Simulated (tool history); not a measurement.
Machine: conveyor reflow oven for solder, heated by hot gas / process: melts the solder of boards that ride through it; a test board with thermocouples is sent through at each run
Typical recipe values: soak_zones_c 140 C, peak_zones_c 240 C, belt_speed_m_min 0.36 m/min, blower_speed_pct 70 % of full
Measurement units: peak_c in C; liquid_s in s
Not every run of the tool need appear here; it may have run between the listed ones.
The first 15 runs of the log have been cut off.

| run | hour | soak_zones_c | peak_zones_c | belt_speed_m_min | blower_speed_pct | hours of work since the flux was cleaned out | hours of work since the belt drive was overhauled | hours of work since the thermocouples were changed | peak_c | liquid_s |
|---|---|---|---|---|---|---|---|---|---|---|
| 16 | 151.5 | 126 | 240 | 0.36 | 70 | 129 | 274 | 792 | 221.2 | 73.4 |
| 17 | 163.1 | 126 | 240 | 0.36 | 70 | 136 | 281 | 799 | 221.3 | 74 |
| 18 | 173.5 | 126 | 240 | 0.36 | 70 | 142 | 287 | 805 | 221.2 | 73.4 |
| 19 | 182 | 126 | 240 | 0.36 | 70 | 147 | 292 | 811 | 221.2 | 73.9 |
| 20 | 191.1 | 126 | 240 | 0.36 | 70 | 153 | 298 | 816 | 221.1 | 73.5 |
| 21 | 203.2 | 126 | 240 | 0.36 | 70 | 160 | 305 | 823 | 221 | 73.8 |
| 22 | 218.7 | 126 | 240 | 0.36 | 74 | 170 | 315 | 833 | 222.7 | 74.7 |
|  | 229.3 | thermocouples of zones 6 and 7 changed |
| 23 | 229.8 | 126 | 228 | 0.36 | 59 | 175 | 320 | 0 | 206.4 | 57.5 |
| 24 | 239.3 | 126 | 228 | 0.36 | 59 | 181 | 326 | 6 | 207.7 | 57.2 |
| 25 | 249.1 | 140 | 254 | 0.368 | 69 | 187 | 332 | 12 | 234.6 | 87.7 |
| 26 | 262.2 | 129 | 246 | 0.36 | 70 | 195 | 340 | 20 | 226.7 | 80 |
| 27 | 273.1 | 129 | 246 | 0.36 | 70 | 201 | 346 | 27 | 226.6 | 79.9 |
| 28 | 288.1 | 140 | 240 | 0.331 | 70 | 210 | 355 | 36 | 226.1 | 91.8 |

Estimate the outcome of run 29 from the log above:
| 29 | 300.8 | 140 | 240 | 0.331 | 70 | 218 | 363 | 43 | ? | ? |

{"run 29": {"peak_c": 225.7, "liquid_s": 91}}
With no hidden state in the tool, this same run would have given peak_c 225.7 C, liquid_s 91 s.

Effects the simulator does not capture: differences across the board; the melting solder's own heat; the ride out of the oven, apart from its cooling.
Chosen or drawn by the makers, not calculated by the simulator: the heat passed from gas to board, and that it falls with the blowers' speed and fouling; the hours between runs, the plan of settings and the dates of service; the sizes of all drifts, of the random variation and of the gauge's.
